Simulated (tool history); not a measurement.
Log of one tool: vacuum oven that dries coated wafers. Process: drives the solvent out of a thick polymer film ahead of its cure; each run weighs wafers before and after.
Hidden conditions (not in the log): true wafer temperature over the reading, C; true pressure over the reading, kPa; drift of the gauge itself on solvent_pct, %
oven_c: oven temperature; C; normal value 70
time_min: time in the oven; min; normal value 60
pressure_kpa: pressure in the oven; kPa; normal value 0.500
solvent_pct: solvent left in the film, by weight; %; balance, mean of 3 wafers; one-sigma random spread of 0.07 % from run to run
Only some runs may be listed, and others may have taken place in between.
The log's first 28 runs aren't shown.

run,hour,oven_c,time_min,pressure_kpa,hours of work since the thermocouples were calibrated,hours of work since the vacuum gauge was cleaned of residue,solvent_pct
29,231.2,70,91,0.268,970,14,2.89
30,243.2,70,91,0.268,977,21,3.06
31,252.9,70,60,0.423,982,27,5.42
32,259.8,57,74,0.587,986,31,8.65
33,266.4,78,60,0.810,990,34,2.95
34,274.1,78,60,0.810,994,39,2.98
35,286.7,78,60,0.810,1002,46,3.14
36,292.8,70,51,0.331,1005,50,6.38
37,302.4,69,107,0.500,1011,55,2.51
38,315.2,76,60,0.957,1018,62,3.70
39,327.9,79,55,1.982,1025,70,3.52
40,336.3,74,64,0.500,1030,75,3.82
41,344.6,66,56,0.317,1035,79,7.19
42,354.7,66,56,0.317,1041,85,7.23
43,367.3,66,56,0.317,1048,92,7.04
44,372.7,70,54,0.784,1051,96,6.12
45,385.3,58,75,0.696,1058,103,8.16
46,397.6,58,87,0.785,1065,110,7.32

Predict each of these 3 candidate next runs independently; none follows another, all start after run 46:
A,409.5,70,75,0.500,1072,117,?
B,409.5,66,60,0.500,1072,117,?
C,409.5,70,40,0.774,1072,117,?

run,solvent_pct
A,4.07
B,6.60
C,7.96
Without the tool's unlogged condition, the same runs would have read:
run,solvent_pct
A,3.61
B,6.07
C,7.46
